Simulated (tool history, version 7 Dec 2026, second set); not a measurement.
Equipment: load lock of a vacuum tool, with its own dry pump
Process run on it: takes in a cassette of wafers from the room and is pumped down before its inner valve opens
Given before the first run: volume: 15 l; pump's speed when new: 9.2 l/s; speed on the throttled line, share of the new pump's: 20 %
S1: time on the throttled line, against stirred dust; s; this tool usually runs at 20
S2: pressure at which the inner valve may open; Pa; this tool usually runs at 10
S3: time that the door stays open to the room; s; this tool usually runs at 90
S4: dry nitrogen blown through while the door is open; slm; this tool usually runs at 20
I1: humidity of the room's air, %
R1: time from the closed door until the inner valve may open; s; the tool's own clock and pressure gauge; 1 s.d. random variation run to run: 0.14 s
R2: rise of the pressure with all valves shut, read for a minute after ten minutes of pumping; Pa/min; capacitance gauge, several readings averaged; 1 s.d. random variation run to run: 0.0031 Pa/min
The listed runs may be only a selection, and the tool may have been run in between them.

run 1 hour=0 | S1=20 S2=10 S3=90 S4=20 | I1=44.7 | R1=31.9 R2=0.164
run 2 hour=364.4 | S1=20 S2=10 S3=59 S4=20 | I1=45.2 | R1=31.8 R2=0.156
run 3 hour=602.8 | S1=20 S2=10 S3=59 S4=20 | I1=47 | R1=31.8 R2=0.163
run 4 hour=956.3 | S1=20 S2=10 S3=90 S4=20 | I1=44.7 | R1=32 R2=0.212
run 5 hour=1164.2 | S1=20 S2=10 S3=90 S4=20 | I1=42.6 | R1=32.1 R2=0.21
run 6 hour=1533 | S1=20 S2=10 S3=90 S4=20 | I1=49.3 | R1=32.1 R2=0.249
run 7 hour=1722.4 | S1=20 S2=10 S3=90 S4=20 | I1=46.2 | R1=32.3 R2=0.258
run 8 hour=1957.6 | S1=20 S2=10 S3=90 S4=20 | I1=44.3 | R1=31.9 R2=0.262
run 9 hour=2129.7 | S1=22 S2=15 S3=90 S4=20 | I1=47.3 | R1=32.8 R2=0.281
run 10 hour=2373.4 | S1=22 S2=15 S3=90 S4=20 | I1=44.9 | R1=33 R2=0.294
run 11 hour=2596.7 | S1=22 S2=10 S3=28 S4=20 | I1=47.6 | R1=33.6 R2=0.272
run 12 hour=2769.4 | S1=22 S2=9 S3=28 S4=13 | I1=47.3 | R1=33.8 R2=0.289
run 13 hour=3002.1 | S1=17 S2=9 S3=190 S4=15 | I1=43.8 | R1=30.1 R2=0.387
run 14 hour=3287.1 | S1=25 S2=17 S3=83 S4=9 | I1=44.1 | R1=35.4 R2=0.37
run 15 hour=3576.6 | S1=25 S2=17 S3=83 S4=9 | I1=44.3 | R1=35 R2=0.386

Here are 4 independent what-if runs from the current tool condition. What would each one return?
run A hour=3740.7 | S1=25 S2=17 S3=43 S4=9 | I1=45.5 | R1=? R2=?
run B hour=3740.7 | S1=25 S2=13 S3=41 S4=9 | I1=45.4 | R1=? R2=?
run C hour=3740.7 | S1=20 S2=10 S3=42 S4=20 | I1=43.1 | R1=? R2=?
run D hour=3740.7 | S1=24 S2=10 S3=45 S4=20 | I1=46.1 | R1=? R2=?

run=A R1=35.3 R2=0.383
run=B R1=35.6 R2=0.384
run=C R1=32.3 R2=0.362
run=D R1=35.4 R2=0.376
With no hidden state in the tool, these same runs would have given:
run=A R1=34.3 R2=0.075
run=B R1=34.5 R2=0.078
run=C R1=31.1 R2=0.057
run=D R1=34.3 R2=0.066

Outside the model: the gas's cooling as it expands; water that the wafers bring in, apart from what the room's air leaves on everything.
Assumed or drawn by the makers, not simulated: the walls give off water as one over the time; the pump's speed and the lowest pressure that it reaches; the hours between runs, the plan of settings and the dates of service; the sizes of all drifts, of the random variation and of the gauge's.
